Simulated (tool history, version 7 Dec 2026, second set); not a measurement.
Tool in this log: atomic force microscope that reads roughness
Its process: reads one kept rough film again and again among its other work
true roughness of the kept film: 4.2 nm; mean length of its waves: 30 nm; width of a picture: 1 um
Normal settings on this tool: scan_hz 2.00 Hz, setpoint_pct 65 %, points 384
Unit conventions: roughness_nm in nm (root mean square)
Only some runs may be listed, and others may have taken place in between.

{"run": 1, "hour": 0.0, "scan_hz": 2.0, "setpoint_pct": 65, "points": 384, "roughness_nm": 3.327}
{"run": 2, "hour": 6.9, "scan_hz": 2.0, "setpoint_pct": 65, "points": 511, "roughness_nm": 3.323}
{"run": 3, "hour": 18.1, "scan_hz": 2.0, "setpoint_pct": 65, "points": 412, "roughness_nm": 3.296}
{"hour": 20.3, "done": "new tip fitted"}
{"run": 4, "hour": 28.9, "scan_hz": 2.0, "setpoint_pct": 65, "points": 412, "roughness_nm": 3.581}
{"run": 5, "hour": 35.5, "scan_hz": 2.0, "setpoint_pct": 65, "points": 412, "roughness_nm": 3.562}
{"run": 6, "hour": 44.7, "scan_hz": 2.0, "setpoint_pct": 65, "points": 412, "roughness_nm": 3.564}
{"run": 7, "hour": 55.9, "scan_hz": 2.0, "setpoint_pct": 65, "points": 412, "roughness_nm": 3.528}
{"run": 8, "hour": 64.9, "scan_hz": 2.0, "setpoint_pct": 65, "points": 384, "roughness_nm": 3.515}
{"run": 9, "hour": 76.4, "scan_hz": 1.28, "setpoint_pct": 75, "points": 665, "roughness_nm": 3.503}
{"run": 10, "hour": 83.6, "scan_hz": 1.28, "setpoint_pct": 75, "points": 665, "roughness_nm": 3.481}
{"run": 11, "hour": 94.4, "scan_hz": 1.63, "setpoint_pct": 73, "points": 384, "roughness_nm": 3.405}
{"run": 12, "hour": 106.7, "scan_hz": 1.63, "setpoint_pct": 73, "points": 384, "roughness_nm": 3.405}
{"run": 13, "hour": 114.0, "scan_hz": 1.63, "setpoint_pct": 73, "points": 384, "roughness_nm": 3.38}
{"run": 14, "hour": 125.4, "scan_hz": 1.29, "setpoint_pct": 72, "points": 427, "roughness_nm": 3.442}
{"run": 15, "hour": 134.2, "scan_hz": 3.61, "setpoint_pct": 72, "points": 384, "roughness_nm": 3.109}

4 ways to go on from here, each from the tool as it stands after run 15. What would each give?
{"run": "A", "hour": 144.5, "scan_hz": 1.65, "setpoint_pct": 65, "points": 624, "roughness_nm": "?"}
{"run": "B", "hour": 144.5, "scan_hz": 1.03, "setpoint_pct": 65, "points": 384, "roughness_nm": "?"}
{"run": "C", "hour": 144.5, "scan_hz": 0.72, "setpoint_pct": 72, "points": 384, "roughness_nm": "?"}
{"run": "D", "hour": 144.5, "scan_hz": 3.2, "setpoint_pct": 79, "points": 433, "roughness_nm": "?"}

run=A roughness_nm=3.434
run=B roughness_nm=3.491
run=C roughness_nm=3.503
run=D roughness_nm=3.002
Without the tool's hidden state the same runs would have given:
run=A roughness_nm=3.640
run=B roughness_nm=3.700
run=C roughness_nm=3.713
run=D roughness_nm=3.182

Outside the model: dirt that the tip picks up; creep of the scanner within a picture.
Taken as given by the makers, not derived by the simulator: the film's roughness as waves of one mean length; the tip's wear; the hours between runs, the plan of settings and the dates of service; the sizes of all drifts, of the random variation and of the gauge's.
